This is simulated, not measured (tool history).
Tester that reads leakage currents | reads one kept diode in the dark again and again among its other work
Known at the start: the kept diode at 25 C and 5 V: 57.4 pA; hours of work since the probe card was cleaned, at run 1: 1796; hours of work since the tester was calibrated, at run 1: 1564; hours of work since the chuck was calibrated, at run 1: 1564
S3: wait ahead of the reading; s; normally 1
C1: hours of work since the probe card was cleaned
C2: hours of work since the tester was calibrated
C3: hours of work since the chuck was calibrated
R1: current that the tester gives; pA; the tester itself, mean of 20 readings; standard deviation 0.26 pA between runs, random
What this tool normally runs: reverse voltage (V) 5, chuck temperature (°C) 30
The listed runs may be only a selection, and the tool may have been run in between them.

{"run": 1, "day": 0.0, "reverse voltage (V)": 5, "chuck temperature (°C)": 30, "S3": 1, "C1": 1796, "C2": 1564, "C3": 1564, "R1": 99.21}
{"run": 2, "day": 2.688, "reverse voltage (V)": 14.15, "chuck temperature (°C)": 30, "S3": 1, "C1": 1826, "C2": 1593, "C3": 1593, "R1": 167.95}
{"day": 3.462, "done": "chuck's temperature calibrated"}
{"run": 3, "day": 4.921, "reverse voltage (V)": 14.15, "chuck temperature (°C)": 30, "S3": 1, "C1": 1849, "C2": 1617, "C3": 16, "R1": 154.36}
{"run": 4, "day": 7.1, "reverse voltage (V)": 14.15, "chuck temperature (°C)": 30, "S3": 1, "C1": 1873, "C2": 1640, "C3": 40, "R1": 153.07}
{"run": 5, "day": 9.725, "reverse voltage (V)": 5, "chuck temperature (°C)": 30, "S3": 1, "C1": 1901, "C2": 1669, "C3": 68, "R1": 91.68}
{"run": 6, "day": 11.75, "reverse voltage (V)": 5, "chuck temperature (°C)": 30, "S3": 1, "C1": 1923, "C2": 1691, "C3": 90, "R1": 92.09}
{"run": 7, "day": 14.642, "reverse voltage (V)": 2.54, "chuck temperature (°C)": 22, "S3": 1.22, "C1": 1955, "C2": 1722, "C3": 122, "R1": 38.51}
{"run": 8, "day": 17.446, "reverse voltage (V)": 9.35, "chuck temperature (°C)": 30, "S3": 1.59, "C1": 1985, "C2": 1753, "C3": 152, "R1": 124.96}
{"run": 9, "day": 19.262, "reverse voltage (V)": 5.64, "chuck temperature (°C)": 30, "S3": 0.37, "C1": 2005, "C2": 1772, "C3": 172, "R1": 102.1}
{"day": 19.567, "done": "probe card cleaned and baked"}
{"run": 10, "day": 22.842, "reverse voltage (V)": 5.64, "chuck temperature (°C)": 30, "S3": 0.37, "C1": 36, "C2": 1810, "C3": 209, "R1": 103.59}
{"run": 11, "day": 25.967, "reverse voltage (V)": 5.64, "chuck temperature (°C)": 33, "S3": 2.17, "C1": 70, "C2": 1844, "C3": 243, "R1": 120.1}
{"run": 12, "day": 28.017, "reverse voltage (V)": 1.42, "chuck temperature (°C)": 53, "S3": 2.17, "C1": 92, "C2": 1866, "C3": 266, "R1": 223.72}

Each row is a separate what-if for the run after 12, all from the same tool condition, not one after another. Results?
{"run": "A", "day": 31.2, "reverse voltage (V)": 16.7, "chuck temperature (°C)": 29, "S3": 0.99, "C1": 127, "C2": 1901, "C3": 300, "R1": "?"}
{"run": "B", "day": 31.2, "reverse voltage (V)": 1.48, "chuck temperature (°C)": 29, "S3": 2.17, "C1": 127, "C2": 1901, "C3": 300, "R1": "?"}
{"run": "C", "day": 31.2, "reverse voltage (V)": 1.42, "chuck temperature (°C)": 34, "S3": 2.17, "C1": 127, "C2": 1901, "C3": 300, "R1": "?"}
{"run": "D", "day": 31.2, "reverse voltage (V)": 1.33, "chuck temperature (°C)": 48, "S3": 6.14, "C1": 127, "C2": 1901, "C3": 300, "R1": "?"}
{"run": "E", "day": 31.2, "reverse voltage (V)": 13.05, "chuck temperature (°C)": 29, "S3": 7.9, "C1": 127, "C2": 1901, "C3": 300, "R1": "?"}

run=A R1=165.81
run=B R1=48.66
run=C R1=67.01
run=D R1=161.19
run=E R1=140.77
Stripped of hidden state, with their random variation kept, the same runs would have yielded:
run=A R1=138.48
run=B R1=44.53
run=C R1=62.08
run=D R1=152.16
run=E R1=118.72
